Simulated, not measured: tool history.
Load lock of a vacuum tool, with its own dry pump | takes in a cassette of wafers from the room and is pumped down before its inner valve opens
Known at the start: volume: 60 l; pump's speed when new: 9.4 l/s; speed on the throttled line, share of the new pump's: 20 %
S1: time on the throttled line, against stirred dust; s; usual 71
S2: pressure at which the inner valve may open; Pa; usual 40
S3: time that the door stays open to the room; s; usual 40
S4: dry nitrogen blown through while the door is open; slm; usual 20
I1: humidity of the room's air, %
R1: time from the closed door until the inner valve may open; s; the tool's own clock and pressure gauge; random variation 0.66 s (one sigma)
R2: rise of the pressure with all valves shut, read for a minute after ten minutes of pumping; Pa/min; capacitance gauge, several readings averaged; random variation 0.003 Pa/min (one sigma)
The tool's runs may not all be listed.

run	hour	S1	S2	S3	S4	I1	R1	R2
1	0.0	71	40	40	20	46.3	115.7	0.285
2	178.7	71	40	40	20	44.2	115.7	0.284
3	282.4	71	40	40	20	40.9	115.9	0.298
4	479.5	71	40	40	20	45.5	115.8	0.302
5	730.8	71	40	40	20	44.5	117.2	0.316
6	920.1	71	40	40	20	50.3	117.0	0.327
7	1065.2	71	40	40	20	41.9	116.6	0.340
8	1289.3	71	40	40	20	46.0	117.8	0.341
9	1475.8	71	40	40	43	42.4	117.6	0.357
10	1578.7	71	40	40	43	44.8	116.9	0.353
11	1775.0	75	40	27	43	46.5	121.2	0.353
12	1896.2	75	40	27	43	45.9	121.2	0.378

The next listed run, before its measurement:
13	2040.5	75	36	56	43	46.3	?	?

Run 13 gave R1 121.9 s, R2 0.392 Pa/min.
Without the tool's hidden state the same run would have given R1 110.5 s, R2 0.021 Pa/min.
